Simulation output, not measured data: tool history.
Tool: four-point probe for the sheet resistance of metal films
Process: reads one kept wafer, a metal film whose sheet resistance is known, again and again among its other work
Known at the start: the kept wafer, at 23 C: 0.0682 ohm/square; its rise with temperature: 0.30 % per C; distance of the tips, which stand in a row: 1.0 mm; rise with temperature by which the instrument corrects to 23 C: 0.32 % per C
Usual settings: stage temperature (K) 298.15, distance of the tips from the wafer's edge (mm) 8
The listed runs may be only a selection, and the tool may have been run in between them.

run	day	stage temperature (K)	distance of the tips from the wafer's edge (mm)	sheet resistance as the instrument gives it (ohm/square)
1	0	298.15	8	0.06889
2	0.412	298.15	8	0.068889
3	0.788	298.15	6	0.069318
4	1.096	298.15	25	0.068383
5	1.471	298.15	25	0.068367
6	1.875	307.15	8	0.068803
7	2.467	307.15	8	0.068808
8	2.917	307.15	8	0.068805
9	3.558	307.15	8	0.068803
10	4.125	307.15	8	0.06878
11	4.421	307.15	8	0.068794
12	4.825	307.15	8	0.068811
13	5.092	298.15	5	0.069809
14	5.621	298.15	5	0.069813
15	6.179	298.15	5	0.069798
16	6.675	295.15	5	0.069853
17	7.238	298.15	58	0.068372
18	7.521	298.15	8	0.068914
19	8.125	293.15	5	0.069891
20	8.442	298.15	6	0.069386
21	8.833	298.15	39	0.068426
22	9.2	305.15	5	0.069716
# day 9.25: stage's thermometer calibrated
23	9.729	297.15	12	0.068657
24	10.042	299.15	14	0.068597
25	10.467	299.15	14	0.068545
26	11.042	299.15	14	0.068582
27	11.579	302.15	26	0.068434
28	12.183	301.15	37	0.068413
29	12.629	300.15	8	0.068978
# day 13.217: stage's thermometer calibrated, once more
30	13.288	293.15	17	0.068527
31	13.9	293.15	17	0.068532
32	14.288	293.15	17	0.068528
33	14.792	293.15	17	0.068523
34	15.312	293.15	17	0.068535
35	15.754	293.15	17	0.068521

Forecast each of these 3 alternatives for the next run:
A	16.046	293.15	3	?
B	16.046	293.15	14	?
C	16.046	295.15	5	?

run	sheet resistance as the instrument gives it (ohm/square)
A	0.072243
B	0.068578
C	0.069811
The same runs, with their run-to-run variation unchanged, on a tool lacking any hidden condition would have given:
run	sheet resistance as the instrument gives it (ohm/square)
A	0.072067
B	0.068409
C	0.069639
